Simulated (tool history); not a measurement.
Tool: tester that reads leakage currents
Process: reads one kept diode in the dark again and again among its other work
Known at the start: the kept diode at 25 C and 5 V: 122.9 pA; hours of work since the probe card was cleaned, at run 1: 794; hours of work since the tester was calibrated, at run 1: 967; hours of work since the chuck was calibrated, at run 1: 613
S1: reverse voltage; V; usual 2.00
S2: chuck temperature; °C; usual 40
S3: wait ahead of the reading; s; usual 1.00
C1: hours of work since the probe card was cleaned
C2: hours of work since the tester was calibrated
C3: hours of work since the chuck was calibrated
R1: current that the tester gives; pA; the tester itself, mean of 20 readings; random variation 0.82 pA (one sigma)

run	hour	S1	S2	S3	C1	C2	C3	R1
1	0.0	2.00	40	1.00	794	967	613	270.64
2	185.2	2.00	40	1.00	886	1060	706	272.13
3	342.4	2.00	40	1.00	965	1138	784	271.34
4	482.7	2.00	40	1.00	1034	1208	854	272.48
5	597.9	2.00	40	1.00	1092	1265	911	271.48
# hour 608.9: probe card cleaned and baked
6	789.1	2.00	40	1.00	90	1359	1005	271.10
7	875.2	2.00	40	1.00	132	1401	1047	271.22
8	968.0	2.00	40	1.00	179	1448	1094	271.00
9	1080.1	2.00	24	1.00	234	1503	1149	85.49
10	1230.4	2.00	40	1.91	309	1578	1224	272.33
11	1318.2	2.00	40	1.91	353	1622	1268	271.08
12	1432.8	2.00	40	1.91	410	1679	1325	274.46
13	1575.3	2.75	21	2.35	481	1750	1396	74.36

Run 14 comes next. What will it give?
14	1687.3	2.75	21	2.35	536	1805	1451	?

{"run 14": {"R1": 74.65}}
Without the tool's hidden state the same run would have given R1 74.70 pA.

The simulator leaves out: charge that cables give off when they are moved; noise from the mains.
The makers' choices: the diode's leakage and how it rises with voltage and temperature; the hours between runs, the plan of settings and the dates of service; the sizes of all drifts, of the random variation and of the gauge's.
